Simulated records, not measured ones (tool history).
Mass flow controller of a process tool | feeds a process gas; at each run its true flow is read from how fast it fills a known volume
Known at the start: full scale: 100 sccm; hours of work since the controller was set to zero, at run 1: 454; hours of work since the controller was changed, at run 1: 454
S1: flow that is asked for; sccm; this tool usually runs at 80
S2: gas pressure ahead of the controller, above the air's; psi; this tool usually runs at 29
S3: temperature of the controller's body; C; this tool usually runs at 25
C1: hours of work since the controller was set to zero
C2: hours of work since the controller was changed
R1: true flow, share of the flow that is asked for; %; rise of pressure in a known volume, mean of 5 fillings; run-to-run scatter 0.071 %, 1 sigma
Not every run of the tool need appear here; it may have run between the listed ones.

run    hour  S1    S2  S3   C1    C2     R1
  1       0  80    29  25  454   454  99.64
  2    82.9  80    29  25  495   495  99.65
  3     135  80    29  25  520   520  99.62
  4     205  80    29  25  555   555  99.59
  5   291.4  80    29  32  597   597  99.03
  6   374.8  80    29  32  638   638  98.91
  7   447.8  80    29  25  674   674  99.66
  8   488.7  80    29  34  695   695  98.72
  9   581.3  80    29  25  740   740  99.65
 10   633.7  80    29  25  766   766  99.43
 11   685.4  80    29  25  791   791  99.53
 12   765.2  80  36.4  25  831   831  99.24
        775  -- controller's zero set anew
 13   826.7  24  30.6  25   25   861  97.79
 14   927.5  21  24.4  25   75   910  97.82
 15   977.6  25  25.5  25  100   935  97.95
     1018.1  -- controller's zero set anew, once more
 16  1058.7  21  29.6  34   20   975  98.06
 17    1100  21  29.6  34   40   995  97.93
 18    1172  21  29.6  34   76  1031  97.94
 19  1217.7  21  29.6  34   98  1053  97.85
 20  1281.5  57    29  25  130  1084  99.36
 21  1322.8  44  25.8  39  150  1105  98.08
 22  1392.8  44  25.8  39  185  1139  98.09
 23  1451.9  73  23.5  33  214  1168  99.17

Measured minus without-hidden-state, run by run (identical run-to-run variation in each term; gauge scatter may differ):
Hidden state present: flow at rest that the sensor doesn't see, % of full scale; true flow over the shown one, %; drift of the gauge itself on true_pct, %.
run     R1
  1  -0.11
  2   -0.1
  3  -0.11
  4   -0.1
  5  -0.11
  6  -0.11
  7  -0.11
  8  -0.11
  9  -0.11
 10  -0.11
 11  -0.12
 12  -0.12
 13  -0.95
 14  -1.14
 15  -0.95
 16  +0.08
 17  +0.06
 18  +0.04
 19  +0.03
 20  +0.11
 21  +0.09
 22  +0.08
 23  +0.13
